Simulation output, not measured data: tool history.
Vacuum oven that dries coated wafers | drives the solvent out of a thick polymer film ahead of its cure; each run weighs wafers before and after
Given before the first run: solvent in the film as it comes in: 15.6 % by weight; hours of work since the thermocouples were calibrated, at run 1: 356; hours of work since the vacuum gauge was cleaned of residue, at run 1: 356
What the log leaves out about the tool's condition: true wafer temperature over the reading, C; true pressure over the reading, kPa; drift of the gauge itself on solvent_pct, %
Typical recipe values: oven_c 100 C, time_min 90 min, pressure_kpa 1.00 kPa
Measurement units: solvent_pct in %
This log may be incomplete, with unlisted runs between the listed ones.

run	hour	oven_c	time_min	pressure_kpa	hours of work since the thermocouples were calibrated	hours of work since the vacuum gauge was cleaned of residue	solvent_pct
1	0.0	100	90	1.00	356	356	2.27
2	24.1	100	90	1.00	372	372	2.32
3	41.4	100	90	1.00	384	384	2.34
4	60.4	100	90	1.00	397	397	2.30
5	85.1	100	90	1.00	415	415	2.32
6	106.4	110	90	1.00	429	429	0.98
7	136.7	110	90	1.00	450	450	0.95
8	168.1	100	90	1.00	472	472	2.35
9	197.8	100	90	1.00	492	492	2.39
10	211.3	100	90	1.00	502	502	2.33
11	233.3	100	90	1.00	517	517	2.37
12	253.4	112	90	1.00	531	531	0.82
13	267.2	112	90	1.00	541	541	0.80
14	282.3	112	90	1.00	551	551	0.79
15	310.2	112	90	1.00	570	570	0.83
16	335.8	100	46	1.00	588	588	5.32
17	352.8	100	90	1.00	600	600	2.41
18	373.5	103	90	1.00	614	614	1.86
19	400.6	87	139	3.14	633	633	4.03
20	424.7	88	90	1.00	649	649	4.93
21	441.4	102	98	2.06	661	661	2.00
22	459.3	102	98	2.06	673	673	2.05
23	478.3	93	49	1.00	687	687	6.49
24	509.4	98	54	3.36	708	708	5.57
25	535.6	90	49	0.78	726	726	7.14
26	556.0	90	49	0.78	740	740	7.17
27	578.9	100	72	1.00	756	756	3.32
28	595.1	113	130	1.55	767	767	0.44
29	618.3	113	99	2.79	783	783	0.96
30	634.8	86	96	1.90	795	795	5.47
31	654.9	87	96	3.74	809	809	5.85
32	685.4	87	96	3.74	830	830	5.83
33	714.0	101	61	1.15	849	849	3.98
34	734.2	101	61	1.15	863	863	3.94
35	763.5	100	46	2.73	884	884	5.70
36	793.8	100	90	1.21	905	905	2.51

Consider 4 possible next runs. They are alternatives, not a sequence: every one starts from the tool as it was left by run 36. What does each give?
A	815.1	94	89	1.00	919	919	?
B	815.1	89	47	1.21	919	919	?
C	815.1	100	78	1.21	919	919	?
D	815.1	88	86	0.98	919	919	?

run	solvent_pct
A	3.77
B	7.68
C	3.14
D	5.32
Take away the tool's hidden state, keep each run's random variation, and the runs would have read:
run	solvent_pct
A	3.16
B	7.11
C	2.59
D	4.65

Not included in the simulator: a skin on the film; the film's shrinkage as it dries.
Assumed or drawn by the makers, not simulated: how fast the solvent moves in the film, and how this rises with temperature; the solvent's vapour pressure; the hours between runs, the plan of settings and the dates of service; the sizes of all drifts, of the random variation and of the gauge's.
